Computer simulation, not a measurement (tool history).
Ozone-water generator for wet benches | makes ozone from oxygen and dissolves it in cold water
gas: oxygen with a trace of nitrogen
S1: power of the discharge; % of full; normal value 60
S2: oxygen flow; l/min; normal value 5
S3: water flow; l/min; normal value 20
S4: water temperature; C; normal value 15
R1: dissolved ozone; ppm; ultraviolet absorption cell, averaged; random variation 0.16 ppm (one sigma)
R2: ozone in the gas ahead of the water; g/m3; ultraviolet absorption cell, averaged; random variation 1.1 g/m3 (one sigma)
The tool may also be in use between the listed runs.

{"run": 1, "hour": 0.0, "S1": 60, "S2": 5, "S3": 20, "S4": 15, "R1": 21.6, "R2": 184.7}
{"run": 2, "hour": 67.9, "S1": 60, "S2": 5, "S3": 20, "S4": 15, "R1": 22.1, "R2": 189.5}
{"run": 3, "hour": 107.1, "S1": 60, "S2": 5, "S3": 20, "S4": 15, "R1": 21.3, "R2": 187.9}
{"run": 4, "hour": 165.9, "S1": 60, "S2": 5, "S3": 20, "S4": 15, "R1": 21.6, "R2": 188.9}
{"run": 5, "hour": 241.6, "S1": 60, "S2": 5, "S3": 20, "S4": 15, "R1": 21.6, "R2": 188.8}
{"run": 6, "hour": 315.6, "S1": 60, "S2": 5, "S3": 20, "S4": 15, "R1": 21.7, "R2": 189.2}
{"run": 7, "hour": 393.2, "S1": 60, "S2": 5, "S3": 20, "S4": 15, "R1": 21.4, "R2": 188.5}
{"run": 8, "hour": 473.3, "S1": 43, "S2": 5, "S3": 20, "S4": 15, "R1": 15.8, "R2": 141.5}
{"hour": 529.6, "done": "water thermometer calibrated"}
{"run": 9, "hour": 536.0, "S1": 43, "S2": 5, "S3": 20, "S4": 15, "R1": 16.1, "R2": 139.8}
{"run": 10, "hour": 575.0, "S1": 43, "S2": 5, "S3": 20, "S4": 15, "R1": 16.4, "R2": 141.9}
{"run": 11, "hour": 618.9, "S1": 45, "S2": 5, "S3": 20, "S4": 16, "R1": 16.4, "R2": 147.9}
{"run": 12, "hour": 659.1, "S1": 45, "S2": 3.47, "S3": 20, "S4": 16, "R1": 16, "R2": 179.1}
{"run": 13, "hour": 710.8, "S1": 45, "S2": 4.08, "S3": 15, "S4": 12, "R1": 21.3, "R2": 163.7}
{"run": 14, "hour": 792.7, "S1": 70, "S2": 4.08, "S3": 20, "S4": 12, "R1": 25, "R2": 239.3}
{"run": 15, "hour": 872.7, "S1": 52, "S2": 3.32, "S3": 20, "S4": 22, "R1": 16.6, "R2": 205.6}
{"run": 16, "hour": 930.6, "S1": 52, "S2": 3.32, "S3": 20, "S4": 22, "R1": 16.7, "R2": 205.2}
{"run": 17, "hour": 1010.3, "S1": 60, "S2": 2.58, "S3": 25, "S4": 17, "R1": 15.8, "R2": 265.7}
{"run": 18, "hour": 1063.4, "S1": 60, "S2": 2.58, "S3": 25, "S4": 17, "R1": 15.9, "R2": 267}
{"run": 19, "hour": 1150.2, "S1": 60, "S2": 2.58, "S3": 25, "S4": 17, "R1": 15.8, "R2": 267.1}

Forecast each of these 4 alternatives for the next run:
{"run": "A", "hour": 1209.7, "S1": 60, "S2": 3.18, "S3": 20, "S4": 14, "R1": "?", "R2": "?"}
{"run": "B", "hour": 1209.7, "S1": 54, "S2": 2.87, "S3": 25, "S4": 17, "R1": "?", "R2": "?"}
{"run": "C", "hour": 1209.7, "S1": 60, "S2": 5, "S3": 21, "S4": 15, "R1": "?", "R2": "?"}
{"run": "D", "hour": 1209.7, "S1": 60, "S2": 7.43, "S3": 20, "S4": 15, "R1": "?", "R2": "?"}

run=A R1=20.5 R2=240.8
run=B R1=14.7 R2=233.2
run=C R1=20.9 R2=189.7
run=D R1=21.8 R2=156.4
The same runs, with their run-to-run variation unchanged, on a tool lacking any hidden condition would have given:
run=A R1=20.5 R2=237.4
run=B R1=14.7 R2=229.8
run=C R1=20.9 R2=187
run=D R1=21.8 R2=154.2
